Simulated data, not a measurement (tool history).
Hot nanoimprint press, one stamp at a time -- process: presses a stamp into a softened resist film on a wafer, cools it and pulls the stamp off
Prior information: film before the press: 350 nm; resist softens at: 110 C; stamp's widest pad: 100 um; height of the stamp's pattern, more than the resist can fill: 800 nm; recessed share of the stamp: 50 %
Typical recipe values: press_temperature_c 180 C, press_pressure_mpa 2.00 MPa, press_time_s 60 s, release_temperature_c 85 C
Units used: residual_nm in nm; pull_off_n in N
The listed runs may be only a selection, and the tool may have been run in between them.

{"run": 1, "hour": 0.0, "press_temperature_c": 180, "press_pressure_mpa": 2.0, "press_time_s": 60, "release_temperature_c": 85, "residual_nm": 142.5, "pull_off_n": 278}
{"run": 2, "hour": 5.4, "press_temperature_c": 180, "press_pressure_mpa": 2.0, "press_time_s": 60, "release_temperature_c": 87, "residual_nm": 143.3, "pull_off_n": 271}
{"run": 3, "hour": 15.7, "press_temperature_c": 180, "press_pressure_mpa": 2.0, "press_time_s": 60, "release_temperature_c": 87, "residual_nm": 142.7, "pull_off_n": 265}
{"run": 4, "hour": 25.5, "press_temperature_c": 180, "press_pressure_mpa": 2.66, "press_time_s": 60, "release_temperature_c": 85, "residual_nm": 127.0, "pull_off_n": 281}
{"run": 5, "hour": 32.1, "press_temperature_c": 180, "press_pressure_mpa": 2.0, "press_time_s": 60, "release_temperature_c": 85, "residual_nm": 145.4, "pull_off_n": 283}
{"hour": 39.7, "done": "stamp cleaned and given a new release coat"}
{"run": 6, "hour": 46.3, "press_temperature_c": 183, "press_pressure_mpa": 2.0, "press_time_s": 60, "release_temperature_c": 85, "residual_nm": 120.8, "pull_off_n": 173}
{"run": 7, "hour": 53.7, "press_temperature_c": 180, "press_pressure_mpa": 3.1, "press_time_s": 60, "release_temperature_c": 85, "residual_nm": 119.7, "pull_off_n": 173}
{"run": 8, "hour": 62.7, "press_temperature_c": 180, "press_pressure_mpa": 3.1, "press_time_s": 60, "release_temperature_c": 85, "residual_nm": 118.7, "pull_off_n": 165}
{"run": 9, "hour": 69.7, "press_temperature_c": 180, "press_pressure_mpa": 3.1, "press_time_s": 60, "release_temperature_c": 85, "residual_nm": 119.6, "pull_off_n": 165}
{"run": 10, "hour": 82.7, "press_temperature_c": 180, "press_pressure_mpa": 3.1, "press_time_s": 60, "release_temperature_c": 85, "residual_nm": 119.8, "pull_off_n": 179}
{"run": 11, "hour": 93.9, "press_temperature_c": 180, "press_pressure_mpa": 3.1, "press_time_s": 60, "release_temperature_c": 85, "residual_nm": 119.1, "pull_off_n": 180}
{"run": 12, "hour": 101.0, "press_temperature_c": 180, "press_pressure_mpa": 3.1, "press_time_s": 60, "release_temperature_c": 85, "residual_nm": 121.2, "pull_off_n": 177}
{"run": 13, "hour": 109.1, "press_temperature_c": 176, "press_pressure_mpa": 3.0, "press_time_s": 43, "release_temperature_c": 85, "residual_nm": 176.2, "pull_off_n": 182}
{"hour": 112.8, "done": "plate thermocouple calibrated"}
{"run": 14, "hour": 123.5, "press_temperature_c": 169, "press_pressure_mpa": 2.0, "press_time_s": 60, "release_temperature_c": 85, "residual_nm": 262.1, "pull_off_n": 183}
{"run": 15, "hour": 128.8, "press_temperature_c": 169, "press_pressure_mpa": 2.0, "press_time_s": 79, "release_temperature_c": 85, "residual_nm": 247.1, "pull_off_n": 186}
{"run": 16, "hour": 138.5, "press_temperature_c": 176, "press_pressure_mpa": 1.48, "press_time_s": 79, "release_temperature_c": 85, "residual_nm": 190.5, "pull_off_n": 185}
{"run": 17, "hour": 150.3, "press_temperature_c": 169, "press_pressure_mpa": 2.09, "press_time_s": 31, "release_temperature_c": 83, "residual_nm": 294.2, "pull_off_n": 199}
{"run": 18, "hour": 156.3, "press_temperature_c": 180, "press_pressure_mpa": 2.0, "press_time_s": 35, "release_temperature_c": 85, "residual_nm": 187.0, "pull_off_n": 187}
{"run": 19, "hour": 168.8, "press_temperature_c": 188, "press_pressure_mpa": 2.0, "press_time_s": 35, "release_temperature_c": 89, "residual_nm": 120.4, "pull_off_n": 177}
{"run": 20, "hour": 179.1, "press_temperature_c": 188, "press_pressure_mpa": 2.0, "press_time_s": 35, "release_temperature_c": 89, "residual_nm": 122.0, "pull_off_n": 174}
{"hour": 190.1, "done": "plate thermocouple calibrated, once more"}
{"run": 21, "hour": 191.2, "press_temperature_c": 188, "press_pressure_mpa": 2.0, "press_time_s": 35, "release_temperature_c": 89, "residual_nm": 106.4, "pull_off_n": 167}
{"run": 22, "hour": 202.2, "press_temperature_c": 190, "press_pressure_mpa": 1.67, "press_time_s": 35, "release_temperature_c": 89, "residual_nm": 104.6, "pull_off_n": 166}
{"run": 23, "hour": 212.6, "press_temperature_c": 185, "press_pressure_mpa": 1.23, "press_time_s": 67, "release_temperature_c": 81, "residual_nm": 121.2, "pull_off_n": 202}
{"run": 24, "hour": 222.7, "press_temperature_c": 187, "press_pressure_mpa": 2.07, "press_time_s": 34, "release_temperature_c": 76, "residual_nm": 112.8, "pull_off_n": 230}

Selected run-to-run steps in residual_nm, each split into two signed amounts: the part the tool would show with no hidden state at all (from settings, incoming material and random variation), and the remainder, which goes to the hidden state together with any gauge scatter not common to the measured and the hidden-state-free results:
The tool's hidden condition here consists of: true temperature over the reading, C; pressure that arrives at the usual setting, %; grip of the stamp's worn release coat, % over a new coat's; drift of the gauge itself on residual_nm, %; drift of the gauge itself on pull_off_n, %.
Run 13 -> 14: press_temperature_c 176 -> 169, press_pressure_mpa 3.00 -> 2.00, press_time_s 43 -> 60, plate thermocouple calibrated. residual_nm +85.9 nm: hidden state +7.3, all else +78.6.
Run 16 -> 17: press_temperature_c 176 -> 169, press_pressure_mpa 1.48 -> 2.09, press_time_s 79 -> 31, release_temperature_c 85 -> 83. residual_nm +103.7 nm: hidden state -3.5, all else +107.2.
Run 17 -> 18: press_temperature_c 169 -> 180, press_pressure_mpa 2.09 -> 2.00, press_time_s 31 -> 35, release_temperature_c 83 -> 85. residual_nm -107.2 nm: hidden state +3.1, all else -110.3.
Run 20 -> 21: plate thermocouple calibrated, once more. residual_nm -15.6 nm: hidden state -13.4, all else -2.2.

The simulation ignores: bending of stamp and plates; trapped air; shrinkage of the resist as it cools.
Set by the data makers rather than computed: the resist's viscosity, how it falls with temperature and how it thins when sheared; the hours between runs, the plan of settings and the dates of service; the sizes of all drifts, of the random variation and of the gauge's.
